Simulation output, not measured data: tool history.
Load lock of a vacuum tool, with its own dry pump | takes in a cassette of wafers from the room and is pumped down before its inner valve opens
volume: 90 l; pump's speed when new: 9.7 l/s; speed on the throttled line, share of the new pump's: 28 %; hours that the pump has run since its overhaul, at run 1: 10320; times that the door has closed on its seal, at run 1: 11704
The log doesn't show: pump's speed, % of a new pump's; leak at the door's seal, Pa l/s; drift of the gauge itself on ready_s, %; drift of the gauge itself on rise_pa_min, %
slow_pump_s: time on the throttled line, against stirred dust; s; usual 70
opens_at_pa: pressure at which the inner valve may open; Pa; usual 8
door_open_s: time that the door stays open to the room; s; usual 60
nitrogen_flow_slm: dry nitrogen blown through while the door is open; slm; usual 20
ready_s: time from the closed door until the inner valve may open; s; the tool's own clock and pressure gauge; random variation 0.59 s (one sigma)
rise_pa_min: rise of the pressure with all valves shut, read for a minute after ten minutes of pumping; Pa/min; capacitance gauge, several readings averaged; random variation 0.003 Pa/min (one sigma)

run,day,slow_pump_s,opens_at_pa,door_open_s,nitrogen_flow_slm,hours that the pump has run since its overhaul,times that the door has closed on its seal,"incoming humidity of the room's air, %",ready_s,rise_pa_min
1,0,70,8,60,20,10320,11704,42.1,139,0.027
2,13.525,70,8,60,20,10644,12458,44.7,139.7,0.035
3,21.467,70,8,60,5,10835,12901,49.4,138.1,0.045
4,31.617,70,8,60,9,11079,13468,46.8,138.9,0.043
5,44.979,70,8,60,20,11399,14213,43.3,137.9,0.034
6,59.288,48,8,60,20,11743,15012,45.6,121.7,0.036
7,68.071,48,8,60,20,11953,15502,44.7,122.1,0.029
8,76.371,48,8,60,20,12153,15965,43.4,122,0.025
9,85.842,70,8,60,25,12380,16493,46.9,138.2,0.032
10,100.783,70,7,60,25,12739,17327,41.6,140.2,0.027
11,116.471,70,13,60,25,13115,18202,44.3,133.7,0.029
12,132.65,70,8,52,20,13503,19105,45.7,138.4,0.031
13,140.017,70,8,52,20,13680,19516,44.7,139,0.029
14,156.079,70,8,222,20,14066,20412,43.6,138,0.069
15,162.821,70,8,60,20,14227,20788,46.3,138.1,0.03
16,177.129,70,8,60,20,14571,21586,45,139,0.03
17,192.375,70,7,60,20,14937,22437,40.8,139.6,0.03
18,205.238,37,10,60,7,15245,23155,40.9,112.4,0.04
19,214.75,82,10,60,7,15474,23685,44,144.9,0.043
20,225.904,82,10,60,10,15741,24308,45.2,146.1,0.045
21,233.146,82,10,60,10,15915,24712,46.2,146.5,0.041
22,242.192,82,10,60,10,16132,25216,47.4,145.6,0.037
23,249.767,82,10,60,10,16314,25639,47.2,145.7,0.039
24,260.758,105,8,60,16,16578,26253,44.5,165.5,0.033
25,272.496,105,9,28,21,16860,26907,46.4,161.5,0.023
26,287.554,70,13,60,20,17221,27748,36.6,134.2,0.024
27,296.004,70,13,60,20,17424,28219,42,134.4,0.03
28,306.758,70,8,60,12,17682,28819,45.3,138.5,0.039
29,322.354,70,8,60,12,18056,29689,43.5,139.3,0.037

5 ways to go on from here, each from the tool as it stands after run 29. What would each give?
A,332.746,70,10,60,31,18306,30269,42.9,?,?
B,332.746,70,8,60,38,18306,30269,47.6,?,?
C,332.746,38,8,60,12,18306,30269,46.7,?,?
D,332.746,70,8,78,5,18306,30269,47.1,?,?
E,332.746,70,7,53,18,18306,30269,44.4,?,?

run,ready_s,rise_pa_min
A,136.1,0.024
B,138.6,0.028
C,115.3,0.042
D,139.1,0.062
E,140.2,0.03
Without the tool's hidden state the same runs would have given:
run,ready_s,rise_pa_min
A,135.9,0.023
B,138.5,0.027
C,115.2,0.041
D,139.1,0.061
E,140.2,0.029
